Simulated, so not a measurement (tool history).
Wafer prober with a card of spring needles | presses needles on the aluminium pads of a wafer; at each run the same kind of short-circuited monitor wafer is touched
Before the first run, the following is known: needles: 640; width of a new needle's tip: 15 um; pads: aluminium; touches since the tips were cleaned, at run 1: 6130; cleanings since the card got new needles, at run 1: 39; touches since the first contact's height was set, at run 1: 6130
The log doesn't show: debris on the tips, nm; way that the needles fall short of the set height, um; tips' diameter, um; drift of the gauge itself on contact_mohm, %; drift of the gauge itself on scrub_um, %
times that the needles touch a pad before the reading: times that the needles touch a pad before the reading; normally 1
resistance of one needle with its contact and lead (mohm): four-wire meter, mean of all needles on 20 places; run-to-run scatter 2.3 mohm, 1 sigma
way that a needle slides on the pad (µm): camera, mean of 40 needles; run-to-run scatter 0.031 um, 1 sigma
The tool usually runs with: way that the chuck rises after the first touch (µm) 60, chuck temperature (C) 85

run    hour  way that the chuck rises after the first touch (µm)  chuck temperature (C)  times that the needles touch a pad before the reading  touches since the tips were cleaned  cleanings since the card got new needles  touches since the first contact's height was set  resistance of one needle with its contact and lead (mohm)  way that a needle slides on the pad (µm)
  1       0                                                   60                     85                                                      1                                 6130                                        39                                              6130                                                        303                                     14.22
        3.4  -- tips cleaned on abrasive film
       19.3  -- tips cleaned on abrasive film
       35.4  -- tips cleaned on abrasive film
  2    44.7                                                   60                     85                                                      1                                 4976                                        42                                             29911                                                        296                                     14.17
       51.5  -- tips cleaned on abrasive film
       67.7  -- tips cleaned on abrasive film
  3    75.1                                                   60                     85                                                      1                                 3941                                        44                                             46053                                                        300                                     14.18
       81.3  -- tips cleaned on abrasive film
       97.1  -- tips cleaned on abrasive film
  4   103.5                                                   60                     85                                                      1                                 3455                                        46                                             61178                                                        295                                     14.04
      113.1  -- tips cleaned on abrasive film
      127.5  -- tips cleaned on abrasive film
      139.5  -- height of the first contact set anew
      142.9  -- tips cleaned on abrasive film
  5   153.9                                                   43                     85                                                      1                                 5849                                        49                                              7633                                                        351                                     10.18
      157.3  -- tips cleaned on abrasive film
      172.9  -- tips cleaned on abrasive film
  6   177.6                                                   66                     85                                                      1                                 2490                                        51                                             20219                                                        281                                     15.56
      186.9  -- tips cleaned on abrasive film
      203.6  -- tips cleaned on abrasive film
        217  -- tips cleaned on abrasive film
  7   220.4                                                   66                     85                                                      1                                 1812                                        54                                             42994                                                        277                                     15.57
      230.5  -- tips cleaned on abrasive film
      246.3  -- tips cleaned on abrasive film
      262.5  -- tips cleaned on abrasive film
  8   262.5                                                   66                     85                                                      1                                    0                                        57                                             65344                                                        262                                     15.49
      277.9  -- tips cleaned on abrasive film
      290.1  -- height of the first contact set anew
      293.6  -- tips cleaned on abrasive film
  9   302.9                                                   66                     85                                                      1                                 4995                                        59                                              6777                                                        289                                     15.66
      309.1  -- tips cleaned on abrasive film
        325  -- tips cleaned on abrasive film
 10   337.9                                                   66                     85                                                      1                                 6905                                        61                                             25412                                                        298                                     15.52
      341.3  -- tips cleaned on abrasive film
      356.3  -- tips cleaned on abrasive film
 11     363                                                   66                     85                                                      1                                 3596                                        63                                             38746                                                        285                                     15.54
      369.7  -- tips cleaned on abrasive film
      385.4  -- tips cleaned on abrasive film
      401.2  -- tips cleaned on abrasive film
 12   403.7                                                   60                     77                                                      1                                 1355                                        66                                             60375                                                        277                                      14.1
      416.1  -- tips cleaned on abrasive film
      429.5  -- tips cleaned on abrasive film
      441.6  -- height of the first contact set anew
        445  -- tips cleaned on abrasive film
 13     455                                                   60                     77                                                      1                                 5337                                        69                                              7119                                                        295                                     14.21
      461.7  -- tips cleaned on abrasive film
      478.5  -- tips cleaned on abrasive film
      494.5  -- tips cleaned on abrasive film
 14   499.1                                                   60                     77                                                      1                                 2427                                        72                                             30570                                                        282                                     14.18
        509  -- tips cleaned on abrasive film
      522.5  -- tips cleaned on abrasive film
 15   522.5                                                   51                     77                                                      1                                    0                                        74                                             42997                                                        261                                     11.99
      538.5  -- tips cleaned on abrasive film
      553.9  -- tips cleaned on abrasive film
 16   566.7                                                   51                     77                                                      1                                 6831                                        76                                             66572                                                        321                                     11.99
      570.1  -- tips cleaned on abrasive film
      585.9  -- tips cleaned on abrasive film
      592.6  -- height of the first contact set anew
      602.5  -- tips cleaned on abrasive film
      617.7  -- tips cleaned on abrasive film
 17     624                                                   60                     39                                                      2                                 3373                                        80                                             16694                                                        267                                     14.21
      633.8  -- tips cleaned on abrasive film
      647.3  -- tips cleaned on abrasive film
 18   651.9                                                   78                     29                                                      1                                 2487                                        82                                             31552                                                        261                                     18.47
        662  -- tips cleaned on abrasive film
      676.9  -- tips cleaned on abrasive film
 19   676.9                                                   60                     29                                                      1                                    0                                        84                                             44815                                                        250                                     14.14
      693.5  -- tips cleaned on abrasive film
        707  -- tips cleaned on abrasive film
      720.4  -- tips cleaned on abrasive film
 20   732.8                                                   41                    119                                                      1                                 6673                                        87                                             74603                                                        377                                      9.54
      736.3  -- tips cleaned on abrasive film
      743.2  -- height of the first contact set anew
      751.3  -- tips cleaned on abrasive film
      767.3  -- tips cleaned on abrasive film
      783.5  -- tips cleaned on abrasive film
 21   786.7                                                   41                     47                                                      1                                 1729                                        91                                             23121                                                        304                                      9.68
        799  -- tips cleaned on abrasive film
      815.1  -- tips cleaned on abrasive film
      830.4  -- tips cleaned on abrasive film
 22   830.4                                                   41                     72                                                      1                                    0                                        94                                             46367                                                        274                                      9.63
      846.5  -- tips cleaned on abrasive film
      861.9  -- tips cleaned on abrasive film
 23   862.7                                                   41                    121                                                      2                                  426                                        96                                             63528                                                        291                                      9.62
      877.8  -- tips cleaned on abrasive film
      893.9  -- tips cleaned on abrasive film
      894.2  -- height of the first contact set anew
 24   898.1                                                   41                    121                                                      2                                 2080                                        98                                              2080                                                        306                                      9.74
      908.2  -- tips cleaned on abrasive film
      924.2  -- tips cleaned on abrasive film
      938.5  -- tips cleaned on abrasive film
 25   951.4                                                   41                    121                                                      2                                 6873                                       101                                             30452                                                        330                                      9.65
      954.8  -- tips cleaned on abrasive film
      968.2  -- tips cleaned on abrasive film
      983.8  -- tips cleaned on abrasive film
     1000.2  -- tips cleaned on abrasive film
 26  1005.8                                                   41                     35                                                      1                                 3010                                       105                                             59375                                                        329                                      9.62
     1015.9  -- tips cleaned on abrasive film
       1032  -- tips cleaned on abrasive film
 27  1040.9                                                   41                     26                                                      2                                 4728                                       107                                             78047                                                        316                                      9.59
     1044.5  -- height of the first contact set anew
     1047.9  -- tips cleaned on abrasive film
     1063.4  -- tips cleaned on abrasive film
     1080.1  -- tips cleaned on abrasive film
 28  1088.5                                                   53                     85                                                      1                                 4499                                       110                                             23420                                                        317                                     12.53

Consider 3 possible next runs. They are alternatives, not a sequence: every one starts from the tool as it was left by run 28. What does each give?
     1095.3  -- tips cleaned on abrasive film
     1110.6  -- tips cleaned on abrasive film
     1126.8  -- tips cleaned on abrasive film
  A  1138.5                                                   53                     85                                                      2                                 6241                                       113                                             49987                                                          ?                                         ?
     1095.3  -- tips cleaned on abrasive film
     1110.6  -- tips cleaned on abrasive film
     1126.8  -- tips cleaned on abrasive film
  B  1138.5                                                   57                     85                                                      1                                 6241                                       113                                             49987                                                          ?                                         ?
     1095.3  -- tips cleaned on abrasive film
     1110.6  -- tips cleaned on abrasive film
     1126.8  -- tips cleaned on abrasive film
  C  1138.5                                                   60                    121                                                      1                                 6241                                       113                                             49987                                                          ?                                         ?

run  resistance of one needle with its contact and lead (mohm)  way that a needle slides on the pad (µm)
  A                                                        302                                      12.5
  B                                                        316                                     13.45
  C                                                        323                                     14.16
Had the tool no hidden state, the same runs would have come out as:
run  resistance of one needle with its contact and lead (mohm)  way that a needle slides on the pad (µm)
  A                                                        261                                      12.6
  B                                                        258                                     13.55
  C                                                        272                                     14.25
